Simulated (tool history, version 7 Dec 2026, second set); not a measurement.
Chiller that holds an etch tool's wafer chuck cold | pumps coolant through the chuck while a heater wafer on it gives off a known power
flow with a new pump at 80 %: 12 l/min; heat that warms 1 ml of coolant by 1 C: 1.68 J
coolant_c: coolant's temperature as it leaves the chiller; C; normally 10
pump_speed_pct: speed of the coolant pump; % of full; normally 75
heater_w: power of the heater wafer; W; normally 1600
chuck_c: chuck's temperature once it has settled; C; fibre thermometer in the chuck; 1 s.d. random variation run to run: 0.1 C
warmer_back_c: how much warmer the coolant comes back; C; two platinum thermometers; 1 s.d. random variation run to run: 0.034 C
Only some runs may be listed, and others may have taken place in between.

run 1 hour=0.0 | coolant_c=10 pump_speed_pct=75 heater_w=1600 | chuck_c=24.6 warmer_back_c=5.58
run 2 hour=161.0 | coolant_c=10 pump_speed_pct=75 heater_w=1600 | chuck_c=24.5 warmer_back_c=5.57
run 3 hour=318.8 | coolant_c=10 pump_speed_pct=75 heater_w=1600 | chuck_c=24.6 warmer_back_c=5.55
run 4 hour=476.6 | coolant_c=12 pump_speed_pct=75 heater_w=1600 | chuck_c=26.6 warmer_back_c=5.51
run 5 hour=653.0 | coolant_c=12 pump_speed_pct=71 heater_w=1600 | chuck_c=27.2 warmer_back_c=5.95
run 6 hour=789.8 | coolant_c=10 pump_speed_pct=75 heater_w=1600 | chuck_c=24.7 warmer_back_c=5.55
run 7 hour=901.5 | coolant_c=10 pump_speed_pct=75 heater_w=1600 | chuck_c=24.9 warmer_back_c=5.64
run 8 hour=980.7 | coolant_c=10 pump_speed_pct=75 heater_w=1600 | chuck_c=24.8 warmer_back_c=5.63
run 9 hour=1079.2 | coolant_c=10 pump_speed_pct=75 heater_w=1600 | chuck_c=24.8 warmer_back_c=5.57
run 10 hour=1156.0 | coolant_c=10 pump_speed_pct=75 heater_w=1600 | chuck_c=24.8 warmer_back_c=5.61
run 11 hour=1312.5 | coolant_c=10 pump_speed_pct=75 heater_w=1600 | chuck_c=25.1 warmer_back_c=5.62
run 12 hour=1453.0 | coolant_c=10 pump_speed_pct=75 heater_w=1600 | chuck_c=25.0 warmer_back_c=5.65
-- hour=1626.0 chiller's thermometer calibrated
run 13 hour=1637.2 | coolant_c=10 pump_speed_pct=75 heater_w=1600 | chuck_c=25.5 warmer_back_c=5.64
run 14 hour=1825.4 | coolant_c=6 pump_speed_pct=75 heater_w=1600 | chuck_c=21.5 warmer_back_c=5.72
run 15 hour=1982.6 | coolant_c=6 pump_speed_pct=75 heater_w=1600 | chuck_c=21.6 warmer_back_c=5.69
run 16 hour=2146.4 | coolant_c=10 pump_speed_pct=75 heater_w=1600 | chuck_c=25.6 warmer_back_c=5.77
run 17 hour=2245.3 | coolant_c=3 pump_speed_pct=64 heater_w=1097 | chuck_c=15.2 warmer_back_c=4.66
run 18 hour=2348.0 | coolant_c=10 pump_speed_pct=90 heater_w=1683 | chuck_c=24.7 warmer_back_c=4.92
run 19 hour=2496.6 | coolant_c=10 pump_speed_pct=90 heater_w=1683 | chuck_c=24.5 warmer_back_c=4.96
run 20 hour=2636.3 | coolant_c=12 pump_speed_pct=64 heater_w=1758 | chuck_c=31.8 warmer_back_c=7.55
run 21 hour=2822.1 | coolant_c=3 pump_speed_pct=64 heater_w=1641 | chuck_c=21.5 warmer_back_c=7.02
run 22 hour=2925.1 | coolant_c=3 pump_speed_pct=87 heater_w=946 | chuck_c=11.3 warmer_back_c=2.89
run 23 hour=3055.5 | coolant_c=3 pump_speed_pct=87 heater_w=946 | chuck_c=11.5 warmer_back_c=2.90
run 24 hour=3205.2 | coolant_c=3 pump_speed_pct=73 heater_w=1600 | chuck_c=19.7 warmer_back_c=6.00
run 25 hour=3329.2 | coolant_c=3 pump_speed_pct=73 heater_w=1600 | chuck_c=19.5 warmer_back_c=5.96
run 26 hour=3477.3 | coolant_c=10 pump_speed_pct=71 heater_w=1600 | chuck_c=27.1 warmer_back_c=6.17
run 27 hour=3559.5 | coolant_c=10 pump_speed_pct=71 heater_w=1600 | chuck_c=27.3 warmer_back_c=6.21
run 28 hour=3638.0 | coolant_c=4 pump_speed_pct=66 heater_w=859 | chuck_c=13.7 warmer_back_c=3.65
run 29 hour=3773.1 | coolant_c=4 pump_speed_pct=66 heater_w=859 | chuck_c=13.8 warmer_back_c=3.60
run 30 hour=3889.2 | coolant_c=9 pump_speed_pct=76 heater_w=1600 | chuck_c=25.6 warmer_back_c=5.73
-- hour=3978.3 chiller's thermometer calibrated
run 31 hour=3982.4 | coolant_c=10 pump_speed_pct=86 heater_w=1600 | chuck_c=25.3 warmer_back_c=5.05

Branching from run 31: 4 alternative next runs. What would each branch give?
run A hour=4096.1 | coolant_c=10 pump_speed_pct=82 heater_w=871 | chuck_c=? warmer_back_c=?
run B hour=4096.1 | coolant_c=10 pump_speed_pct=78 heater_w=1600 | chuck_c=? warmer_back_c=?
run C hour=4096.1 | coolant_c=2 pump_speed_pct=66 heater_w=1853 | chuck_c=? warmer_back_c=?
run D hour=4096.1 | coolant_c=9 pump_speed_pct=60 heater_w=902 | chuck_c=? warmer_back_c=?

run=A chuck_c=18.8 warmer_back_c=2.92
run=B chuck_c=26.5 warmer_back_c=5.65
run=C chuck_c=23.9 warmer_back_c=7.87
run=D chuck_c=20.6 warmer_back_c=4.29
Stripped of hidden state, with their random variation kept, the same runs would have yielded:
run=A chuck_c=16.4 warmer_back_c=2.53
run=B chuck_c=21.8 warmer_back_c=4.88
run=C chuck_c=17.8 warmer_back_c=6.81
run=D chuck_c=17.4 warmer_back_c=3.72

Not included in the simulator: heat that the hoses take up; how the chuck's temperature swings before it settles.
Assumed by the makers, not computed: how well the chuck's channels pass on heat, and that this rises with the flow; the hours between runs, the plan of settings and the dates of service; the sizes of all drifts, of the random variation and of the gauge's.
